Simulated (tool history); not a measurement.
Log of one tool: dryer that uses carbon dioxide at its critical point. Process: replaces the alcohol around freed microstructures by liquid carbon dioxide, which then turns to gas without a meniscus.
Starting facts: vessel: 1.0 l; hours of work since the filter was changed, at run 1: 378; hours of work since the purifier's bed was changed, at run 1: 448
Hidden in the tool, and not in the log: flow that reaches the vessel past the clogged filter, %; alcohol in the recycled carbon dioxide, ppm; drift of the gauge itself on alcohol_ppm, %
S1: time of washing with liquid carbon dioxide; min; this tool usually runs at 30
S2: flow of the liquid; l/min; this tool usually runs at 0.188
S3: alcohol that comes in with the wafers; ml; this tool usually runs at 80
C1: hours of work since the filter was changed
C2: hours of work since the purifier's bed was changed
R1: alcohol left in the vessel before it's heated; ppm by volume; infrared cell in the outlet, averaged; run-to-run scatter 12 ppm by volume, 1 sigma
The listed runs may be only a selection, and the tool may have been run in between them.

| run | day | S1 | S2 | S3 | C1 | C2 | R1 |
|---|---|---|---|---|---|---|---|
| 1 | 0 | 30 | 0.188 | 80 | 378 | 448 | 1281 |
| 2 | 0.621 | 30 | 0.188 | 80 | 390 | 459 | 1321 |
| 3 | 1.458 | 30 | 0.188 | 80 | 405 | 475 | 1326 |
| 4 | 2.454 | 30 | 0.188 | 80 | 424 | 493 | 1387 |
| 5 | 3.575 | 21 | 0.188 | 80 | 445 | 514 | 4780 |
| 6 | 4.708 | 21 | 0.188 | 80 | 466 | 535 | 4814 |
| 7 | 5.904 | 29 | 0.188 | 30 | 488 | 557 | 695 |
| 8 | 6.429 | 47 | 0.25 | 53 | 498 | 567 | 88 |
| 9 | 7.221 | 18 | 0.139 | 23 | 512 | 582 | 3994 |
| 10 | 8.008 | 18 | 0.139 | 23 | 527 | 596 | 3911 |
| 11 | 8.8 | 21 | 0.225 | 62 | 542 | 611 | 2349 |
| 12 | 9.571 | 21 | 0.225 | 62 | 556 | 625 | 2332 |

Branching from run 12: 3 alternative next runs. What would each branch give?
|  | 10.642 | inlet filter changed |
| A | 10.808 | 30 | 0.188 | 29 | 3 | 648 | ? |
|  | 10.642 | inlet filter changed |
| B | 10.808 | 30 | 0.263 | 80 | 3 | 648 | ? |
|  | 10.642 | inlet filter changed |
| C | 10.808 | 23 | 0.233 | 99 | 3 | 648 | ? |

| run | R1 |
|---|---|
| A | 359 |
| B | 199 |
| C | 1215 |
Without the tool's unlogged condition, the same runs would have read:
| run | R1 |
|---|---|
| A | 277 |
| B | 119 |
| C | 1121 |

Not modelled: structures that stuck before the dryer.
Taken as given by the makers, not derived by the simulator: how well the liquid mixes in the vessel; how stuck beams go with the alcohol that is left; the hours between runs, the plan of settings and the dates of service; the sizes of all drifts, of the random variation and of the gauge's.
